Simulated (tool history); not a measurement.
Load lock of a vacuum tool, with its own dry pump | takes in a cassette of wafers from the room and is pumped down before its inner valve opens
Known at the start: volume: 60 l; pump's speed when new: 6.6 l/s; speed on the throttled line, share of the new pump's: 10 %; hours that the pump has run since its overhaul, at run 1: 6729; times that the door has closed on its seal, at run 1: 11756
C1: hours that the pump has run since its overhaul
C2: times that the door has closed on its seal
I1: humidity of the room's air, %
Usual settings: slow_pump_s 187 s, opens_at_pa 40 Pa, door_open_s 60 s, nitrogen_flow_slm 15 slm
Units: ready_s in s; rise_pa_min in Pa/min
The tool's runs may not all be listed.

{"run": 1, "hour": 0.0, "slow_pump_s": 187, "opens_at_pa": 40, "door_open_s": 60, "nitrogen_flow_slm": 15, "C1": 6729, "C2": 11756, "I1": 46.3, "ready_s": 244, "rise_pa_min": 0.145}
{"run": 2, "hour": 251.7, "slow_pump_s": 187, "opens_at_pa": 40, "door_open_s": 60, "nitrogen_flow_slm": 15, "C1": 6980, "C2": 12456, "I1": 45.7, "ready_s": 243.7, "rise_pa_min": 0.148}
{"run": 3, "hour": 509.7, "slow_pump_s": 187, "opens_at_pa": 40, "door_open_s": 60, "nitrogen_flow_slm": 15, "C1": 7238, "C2": 13173, "I1": 41.2, "ready_s": 240.6, "rise_pa_min": 0.155}
{"run": 4, "hour": 728.0, "slow_pump_s": 187, "opens_at_pa": 40, "door_open_s": 60, "nitrogen_flow_slm": 15, "C1": 7457, "C2": 13781, "I1": 41.2, "ready_s": 243.3, "rise_pa_min": 0.163}
{"run": 5, "hour": 923.7, "slow_pump_s": 187, "opens_at_pa": 40, "door_open_s": 60, "nitrogen_flow_slm": 15, "C1": 7652, "C2": 14325, "I1": 44.9, "ready_s": 243.9, "rise_pa_min": 0.177}
{"run": 6, "hour": 1170.3, "slow_pump_s": 187, "opens_at_pa": 56, "door_open_s": 60, "nitrogen_flow_slm": 15, "C1": 7899, "C2": 15011, "I1": 46.8, "ready_s": 241.8, "rise_pa_min": 0.188}
{"run": 7, "hour": 1407.4, "slow_pump_s": 187, "opens_at_pa": 56, "door_open_s": 60, "nitrogen_flow_slm": 15, "C1": 8136, "C2": 15670, "I1": 45.4, "ready_s": 242.5, "rise_pa_min": 0.197}
{"run": 8, "hour": 1661.4, "slow_pump_s": 187, "opens_at_pa": 56, "door_open_s": 50, "nitrogen_flow_slm": 15, "C1": 8390, "C2": 16376, "I1": 45, "ready_s": 244.1, "rise_pa_min": 0.211}
{"run": 9, "hour": 1934.6, "slow_pump_s": 187, "opens_at_pa": 56, "door_open_s": 50, "nitrogen_flow_slm": 15, "C1": 8663, "C2": 17136, "I1": 44.5, "ready_s": 241.4, "rise_pa_min": 0.218}
{"run": 10, "hour": 2133.4, "slow_pump_s": 187, "opens_at_pa": 40, "door_open_s": 60, "nitrogen_flow_slm": 15, "C1": 8862, "C2": 17689, "I1": 43.8, "ready_s": 245.8, "rise_pa_min": 0.234}
{"run": 11, "hour": 2324.8, "slow_pump_s": 154, "opens_at_pa": 40, "door_open_s": 31, "nitrogen_flow_slm": 7, "C1": 9053, "C2": 18221, "I1": 45.1, "ready_s": 216.3, "rise_pa_min": 0.241}
{"run": 12, "hour": 2591.2, "slow_pump_s": 154, "opens_at_pa": 40, "door_open_s": 31, "nitrogen_flow_slm": 7, "C1": 9320, "C2": 18962, "I1": 44.4, "ready_s": 218.6, "rise_pa_min": 0.255}
{"run": 13, "hour": 2746.2, "slow_pump_s": 154, "opens_at_pa": 40, "door_open_s": 31, "nitrogen_flow_slm": 7, "C1": 9475, "C2": 19392, "I1": 44.4, "ready_s": 217.2, "rise_pa_min": 0.256}
{"run": 14, "hour": 3001.6, "slow_pump_s": 154, "opens_at_pa": 68, "door_open_s": 31, "nitrogen_flow_slm": 23, "C1": 9730, "C2": 20103, "I1": 43.3, "ready_s": 211.2, "rise_pa_min": 0.269}
{"run": 15, "hour": 3250.5, "slow_pump_s": 187, "opens_at_pa": 56, "door_open_s": 37, "nitrogen_flow_slm": 15, "C1": 9979, "C2": 20795, "I1": 42.2, "ready_s": 242.3, "rise_pa_min": 0.282}
{"run": 16, "hour": 3522.7, "slow_pump_s": 187, "opens_at_pa": 56, "door_open_s": 37, "nitrogen_flow_slm": 15, "C1": 10251, "C2": 21552, "I1": 42.3, "ready_s": 240.8, "rise_pa_min": 0.3}
{"run": 17, "hour": 3697.0, "slow_pump_s": 187, "opens_at_pa": 40, "door_open_s": 117, "nitrogen_flow_slm": 15, "C1": 10426, "C2": 22036, "I1": 42.5, "ready_s": 247.2, "rise_pa_min": 0.333}
{"run": 18, "hour": 3813.3, "slow_pump_s": 187, "opens_at_pa": 40, "door_open_s": 117, "nitrogen_flow_slm": 15, "C1": 10542, "C2": 22360, "I1": 40.8, "ready_s": 250.8, "rise_pa_min": 0.335}
{"run": 19, "hour": 3930.0, "slow_pump_s": 126, "opens_at_pa": 40, "door_open_s": 60, "nitrogen_flow_slm": 26, "C1": 10659, "C2": 22684, "I1": 44.8, "ready_s": 192.8, "rise_pa_min": 0.324}
{"run": 20, "hour": 4070.9, "slow_pump_s": 126, "opens_at_pa": 40, "door_open_s": 60, "nitrogen_flow_slm": 26, "C1": 10799, "C2": 23076, "I1": 47.5, "ready_s": 193.5, "rise_pa_min": 0.34}

Forecast each of these 5 alternatives for the next run:
{"run": "A", "hour": 4218.5, "slow_pump_s": 116, "opens_at_pa": 40, "door_open_s": 60, "nitrogen_flow_slm": 16, "C1": 10947, "C2": 23486, "I1": 39.1, "ready_s": "?", "rise_pa_min": "?"}
{"run": "B", "hour": 4218.5, "slow_pump_s": 339, "opens_at_pa": 40, "door_open_s": 196, "nitrogen_flow_slm": 15, "C1": 10947, "C2": 23486, "I1": 49.2, "ready_s": "?", "rise_pa_min": "?"}
{"run": "C", "hour": 4218.5, "slow_pump_s": 126, "opens_at_pa": 40, "door_open_s": 31, "nitrogen_flow_slm": 26, "C1": 10947, "C2": 23486, "I1": 46.1, "ready_s": "?", "rise_pa_min": "?"}
{"run": "D", "hour": 4218.5, "slow_pump_s": 187, "opens_at_pa": 40, "door_open_s": 26, "nitrogen_flow_slm": 15, "C1": 10947, "C2": 23486, "I1": 46, "ready_s": "?", "rise_pa_min": "?"}
{"run": "E", "hour": 4218.5, "slow_pump_s": 234, "opens_at_pa": 61, "door_open_s": 60, "nitrogen_flow_slm": 26, "C1": 10947, "C2": 23486, "I1": 44.9, "ready_s": "?", "rise_pa_min": "?"}

run=A ready_s=184.8 rise_pa_min=0.353
run=B ready_s=382.5 rise_pa_min=0.387
run=C ready_s=194.8 rise_pa_min=0.335
run=D ready_s=246.7 rise_pa_min=0.349
run=E ready_s=287.3 rise_pa_min=0.347
Without the tool's hidden state the same runs would have given:
run=A ready_s=175.1 rise_pa_min=0.034
run=B ready_s=376.2 rise_pa_min=0.07
run=C ready_s=185.3 rise_pa_min=0.018
run=D ready_s=238.2 rise_pa_min=0.029
run=E ready_s=280.1 rise_pa_min=0.028
